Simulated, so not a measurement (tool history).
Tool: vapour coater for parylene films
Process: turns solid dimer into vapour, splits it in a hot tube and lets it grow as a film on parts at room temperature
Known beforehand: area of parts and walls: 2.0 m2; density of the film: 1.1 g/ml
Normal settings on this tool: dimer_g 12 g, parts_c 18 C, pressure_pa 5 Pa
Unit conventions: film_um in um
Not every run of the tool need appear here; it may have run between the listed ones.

run,day,dimer_g,parts_c,pressure_pa,film_um
1,0,12,18,5,2.94
2,0.508,12,18,5,2.96
3,0.971,12,18,5,2.91
4,1.4,12,18,5,2.9
5,2.125,12,18,5,2.91
6,2.896,12,18,5,2.9
7,3.317,5,18,5,1.19
8,3.95,12,18,5,2.81
9,4.421,12,18,3.18,2.92
10,5.212,12,18,3.18,2.95
11,5.638,12,18,3.18,2.94
12,6.008,12,25,5,2.12
13,6.496,12,25,5,2.14
14,6.842,12,25,5,2.17
15,7.258,12,25,5,2.13
16,7.688,12,18,5,2.76
17,8.033,12,18,5,2.8
18,8.792,12,18,5,2.86
19,9.525,12,18,5,2.77
20,10.246,12,18,5,2.73
21,10.562,12,18,5,2.77
22,11.275,12,14,10.84,3.17
23,12.038,21,12,7.88,6.05
24,12.358,15,28,3.03,2.36
25,12.871,15,28,3.03,2.37
26,13.629,8,18,10.68,1.79
# day 14.583: trap's valve overhauled
27,14.583,12,27,4.16,2.21
28,15.304,11,12,5.13,3.55
29,15.95,8,14,8.08,2.32
30,16.638,12,20,5,2.84
31,17.317,12,10,5,4.22
32,17.733,10,13,8.3,3
33,18.396,10,23,8.3,1.99
34,19.154,10,23,8.3,1.96
35,19.912,17,29,9.65,2.61
36,20.562,6,28,2.42,1.06

Had the tool no unlogged condition, and each run kept its random variation, what would the results have been?
Unlogged tool condition in this case: vapour lost through the trap's worn valve, %; true temperature of the parts over the reading, C; drift of the gauge itself on film_um, %.
run,film_um
1,3.11
2,3.15
3,3.1
4,3.09
5,3.12
6,3.12
7,1.29
8,3.04
9,3.16
10,3.21
11,3.2
12,2.32
13,2.34
14,2.38
15,2.34
16,3.05
17,3.09
18,3.17
19,3.09
20,3.06
21,3.11
22,3.56
23,6.83
24,2.67
25,2.69
26,2.03
27,2.23
28,3.59
29,2.36
30,2.89
31,4.32
32,3.07
33,2.05
34,2.02
35,2.7
36,1.1

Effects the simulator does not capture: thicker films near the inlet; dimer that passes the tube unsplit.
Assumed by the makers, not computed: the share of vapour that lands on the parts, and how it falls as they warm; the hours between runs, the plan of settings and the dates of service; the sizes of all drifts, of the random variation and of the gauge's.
